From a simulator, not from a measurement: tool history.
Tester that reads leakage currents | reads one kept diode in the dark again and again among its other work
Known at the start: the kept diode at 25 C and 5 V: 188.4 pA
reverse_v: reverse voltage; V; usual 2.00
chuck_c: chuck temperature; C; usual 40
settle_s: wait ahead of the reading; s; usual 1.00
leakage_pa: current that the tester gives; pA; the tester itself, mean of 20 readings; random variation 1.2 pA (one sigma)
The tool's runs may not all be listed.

{"run": 1, "hour": 0.0, "reverse_v": 2.0, "chuck_c": 40, "settle_s": 1.0, "leakage_pa": 393.7}
{"run": 2, "hour": 35.8, "reverse_v": 2.0, "chuck_c": 40, "settle_s": 1.0, "leakage_pa": 391.72}
{"run": 3, "hour": 73.1, "reverse_v": 2.0, "chuck_c": 27, "settle_s": 1.0, "leakage_pa": 149.57}
{"run": 4, "hour": 122.0, "reverse_v": 2.0, "chuck_c": 27, "settle_s": 1.0, "leakage_pa": 150.07}
{"run": 5, "hour": 157.0, "reverse_v": 2.0, "chuck_c": 27, "settle_s": 8.03, "leakage_pa": 149.43}
{"run": 6, "hour": 217.5, "reverse_v": 2.0, "chuck_c": 27, "settle_s": 8.03, "leakage_pa": 148.54}
{"run": 7, "hour": 253.4, "reverse_v": 2.0, "chuck_c": 27, "settle_s": 8.03, "leakage_pa": 149.91}
{"run": 8, "hour": 279.9, "reverse_v": 2.0, "chuck_c": 27, "settle_s": 8.03, "leakage_pa": 149.77}
{"run": 9, "hour": 308.2, "reverse_v": 2.0, "chuck_c": 27, "settle_s": 8.03, "leakage_pa": 149.26}
{"run": 10, "hour": 336.7, "reverse_v": 2.0, "chuck_c": 27, "settle_s": 8.03, "leakage_pa": 150.16}
{"run": 11, "hour": 397.8, "reverse_v": 2.0, "chuck_c": 25, "settle_s": 1.0, "leakage_pa": 127.63}
{"run": 12, "hour": 454.9, "reverse_v": 2.0, "chuck_c": 26, "settle_s": 1.0, "leakage_pa": 138.23}
{"run": 13, "hour": 517.5, "reverse_v": 2.0, "chuck_c": 40, "settle_s": 1.0, "leakage_pa": 391.21}
{"run": 14, "hour": 572.6, "reverse_v": 2.0, "chuck_c": 40, "settle_s": 3.31, "leakage_pa": 393.9}
{"run": 15, "hour": 626.3, "reverse_v": 2.0, "chuck_c": 40, "settle_s": 0.42, "leakage_pa": 390.94}
{"run": 16, "hour": 688.0, "reverse_v": 5.77, "chuck_c": 40, "settle_s": 1.0, "leakage_pa": 616.69}
{"run": 17, "hour": 724.8, "reverse_v": 2.21, "chuck_c": 40, "settle_s": 3.46, "leakage_pa": 407.05}
{"run": 18, "hour": 767.7, "reverse_v": 2.16, "chuck_c": 59, "settle_s": 2.67, "leakage_pa": 1442.57}
{"run": 19, "hour": 807.5, "reverse_v": 5.13, "chuck_c": 48, "settle_s": 0.36, "leakage_pa": 1014.39}
{"run": 20, "hour": 868.8, "reverse_v": 3.91, "chuck_c": 41, "settle_s": 1.0, "leakage_pa": 557.61}
{"run": 21, "hour": 930.3, "reverse_v": 7.66, "chuck_c": 40, "settle_s": 1.0, "leakage_pa": 692.11}
{"run": 22, "hour": 988.1, "reverse_v": 1.69, "chuck_c": 51, "settle_s": 1.0, "leakage_pa": 774.03}
{"run": 23, "hour": 1046.7, "reverse_v": 5.6, "chuck_c": 43, "settle_s": 3.17, "leakage_pa": 745.93}
{"run": 24, "hour": 1104.3, "reverse_v": 3.52, "chuck_c": 40, "settle_s": 0.69, "leakage_pa": 497.73}
{"run": 25, "hour": 1155.4, "reverse_v": 11.78, "chuck_c": 45, "settle_s": 1.0, "leakage_pa": 1175.58}
{"run": 26, "hour": 1217.0, "reverse_v": 14.99, "chuck_c": 37, "settle_s": 4.57, "leakage_pa": 744.88}
{"run": 27, "hour": 1267.3, "reverse_v": 3.19, "chuck_c": 51, "settle_s": 1.12, "leakage_pa": 1015.99}
{"run": 28, "hour": 1314.7, "reverse_v": 3.19, "chuck_c": 51, "settle_s": 1.12, "leakage_pa": 1016.07}
{"run": 29, "hour": 1355.5, "reverse_v": 3.19, "chuck_c": 21, "settle_s": 0.42, "leakage_pa": 115.74}
{"run": 30, "hour": 1399.9, "reverse_v": 3.19, "chuck_c": 21, "settle_s": 0.42, "leakage_pa": 115.09}

Taken out of this log: 1 entry between the listed runs. Where each belongs, and how the hidden state differs across it:
Between runs 10 and 11: probe card cleaned and baked (hour 384.5)
  stray current of the dirty probe card, pA a volt: 0.034 -> 0.02
